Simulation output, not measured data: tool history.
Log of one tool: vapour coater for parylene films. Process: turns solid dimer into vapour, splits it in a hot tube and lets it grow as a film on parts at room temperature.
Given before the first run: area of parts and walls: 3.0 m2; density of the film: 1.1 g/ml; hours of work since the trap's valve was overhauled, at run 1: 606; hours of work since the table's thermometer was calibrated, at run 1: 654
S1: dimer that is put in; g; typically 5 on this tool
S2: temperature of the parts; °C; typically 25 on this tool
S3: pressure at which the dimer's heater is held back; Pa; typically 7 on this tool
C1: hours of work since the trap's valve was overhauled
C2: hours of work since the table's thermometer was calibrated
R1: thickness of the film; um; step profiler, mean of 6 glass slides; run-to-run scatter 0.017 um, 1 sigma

Run 1, hour 0: usual settings; C1 606; C2 654. Result: R1 0.8 um.
Run 2, hour 32.7: usual settings but S3 8.46 Pa; C1 625; C2 673. Result: R1 0.75 um.
Run 3, hour 56: usual settings but S3 8.46 Pa; C1 638; C2 686. Result: R1 0.76 um.
Run 4, hour 83.2: usual settings but S1 7 g, S3 8.46 Pa; C1 654; C2 702. Result: R1 1.08 um.
Run 5, hour 99.7: usual settings but S1 7 g, S3 8.46 Pa; C1 663; C2 711. Result: R1 1.08 um.
Run 6, hour 127.6: usual settings but S1 7 g, S3 8.46 Pa; C1 679; C2 727. Result: R1 1.07 um.
At hour 144.6: trap's valve overhauled.
Run 7, hour 162.4: usual settings but S1 7 g, S3 8.46 Pa; C1 10; C2 745. Result: R1 1.09 um.
Run 8, hour 192: usual settings but S3 5.11 Pa; C1 27; C2 761. Result: R1 0.86 um.
Run 9, hour 220.5: usual settings but S3 5.11 Pa; C1 43; C2 778. Result: R1 0.82 um.
Run 10, hour 243.9: usual settings but S3 5.11 Pa; C1 57; C2 791. Result: R1 0.81 um.
Run 11, hour 276.7: usual settings; C1 75; C2 810. Result: R1 0.8 um.
Run 12, hour 305.8: usual settings; C1 92; C2 826. Result: R1 0.82 um.
Run 13, hour 332.9: usual settings but S1 8 g; C1 107; C2 842. Result: R1 1.3 um.
Run 14, hour 365.9: usual settings but S2 36 °C; C1 126; C2 861. Result: R1 0.5 um.
Run 15, hour 392: usual settings but S1 3 g; C1 141; C2 875. Result: R1 0.48 um.
Run 16, hour 410.3: usual settings but S1 3 g; C1 152; C2 886. Result: R1 0.48 um.
Run 17, hour 431.3: usual settings but S1 3 g; C1 164; C2 898. Result: R1 0.49 um.
Run 18, hour 461.9: usual settings but S1 3 g; C1 181; C2 915. Result: R1 0.49 um.
Run 19, hour 487.6: usual settings but S1 3 g; C1 196; C2 930. Result: R1 0.48 um.
Run 20, hour 520.1: usual settings but S1 3 g; C1 214; C2 949. Result: R1 0.47 um.
Run 21, hour 549.7: usual settings but S1 3 g; C1 231; C2 965. Result: R1 0.44 um.
Run 22, hour 566.1: usual settings but S2 28 °C; C1 240; C2 975. Result: R1 0.69 um.
Run 23, hour 596.8: usual settings but S2 28 °C; C1 258; C2 992. Result: R1 0.71 um.
Run 24, hour 628.8: usual settings but S2 20 °C; C1 276; C2 1010. Result: R1 0.97 um.
Run 25, hour 653.8: usual settings but S2 20 °C; C1 290; C2 1025. Result: R1 0.99 um.
Run 26, hour 668.8: usual settings but S2 18 °C, S3 2.09 Pa; C1 299; C2 1033. Result: R1 1.27 um.
Run 27, hour 689.9: usual settings but S2 28 °C, S3 2.08 Pa; C1 311; C2 1045. Result: R1 0.87 um.
Run 28, hour 707.5: usual settings but S2 20 °C, S3 3.94 Pa; C1 321; C2 1055. Result: R1 1.06 um.
Run 29, hour 728: usual settings but S2 20 °C, S3 3.94 Pa; C1 333; C2 1067. Result: R1 1.05 um.
Run 30, hour 752.7: usual settings but S2 29 °C, S3 9.84 Pa; C1 347; C2 1081. Result: R1 0.65 um.
Run 31, hour 778.8: usual settings but S2 29 °C, S3 9.84 Pa; C1 362; C2 1096. Result: R1 0.66 um.
Run 32, hour 803.7: usual settings but S1 3 g, S2 33 °C, S3 7.27 Pa; C1 376; C2 1110. Result: R1 0.35 um.
Run 33, hour 837.4: usual settings but S3 2.31 Pa; C1 395; C2 1129. Result: R1 0.96 um.
Run 34, hour 851.9: usual settings but S3 2.31 Pa; C1 403; C2 1138. Result: R1 0.96 um.
Run 35, hour 874.3: usual settings but S3 9.72 Pa; C1 416; C2 1150. Result: R1 0.79 um.
Run 36, hour 897: usual settings but S1 4 g, S2 34 °C, S3 9 Pa; C1 429; C2 1163. Result: R1 0.44 um.
Run 37, hour 922.7: usual settings but S1 2 g, S3 9.8 Pa; C1 444; C2 1178. Result: R1 0.35 um.
Run 38, hour 944.6: usual settings but S1 4 g, S2 21 °C, S3 2.82 Pa; C1 456; C2 1191. Result: R1 0.9 um.
Run 39, hour 963.9: usual settings but S1 4 g, S2 21 °C, S3 2.82 Pa; C1 467; C2 1202. Result: R1 0.85 um.
Run 40, hour 987.8: usual settings but S1 4 g, S2 21 °C, S3 2.82 Pa; C1 481; C2 1215. Result: R1 0.87 um.
Run 41, hour 1004.1: usual settings but S1 8 g, S2 18 °C, S3 2.84 Pa; C1 490; C2 1224. Result: R1 1.92 um.
Run 42, hour 1023: usual settings but S1 8 g, S2 18 °C, S3 2.84 Pa; C1 501; C2 1235. Result: R1 1.94 um.
Run 43, hour 1051.4: usual settings but S1 4 g, S3 3.25 Pa; C1 517; C2 1251. Result: R1 0.72 um.
Run 44, hour 1081.2: usual settings but S1 4 g, S3 3.25 Pa; C1 534; C2 1268. Result: R1 0.72 um.
Run 45, hour 1098.4: usual settings but S1 4 g, S3 3.25 Pa; C1 544; C2 1278. Result: R1 0.72 um.
Run 46, hour 1122.9: usual settings but S1 4 g, S3 3.25 Pa; C1 558; C2 1292. Result: R1 0.74 um.
Run 47, hour 1152.5: usual settings but S3 4.84 Pa; C1 575; C2 1309. Result: R1 0.87 um.

Describe how what the log doesn't record of the tool's condition differs between the last listed run preceding each entry between runs and the first listed run following it.
After run 6, before run 7: trap's valve overhauled (hour 144.6)
  vapour lost through the trap's worn valve, %: 0.8 -> 0
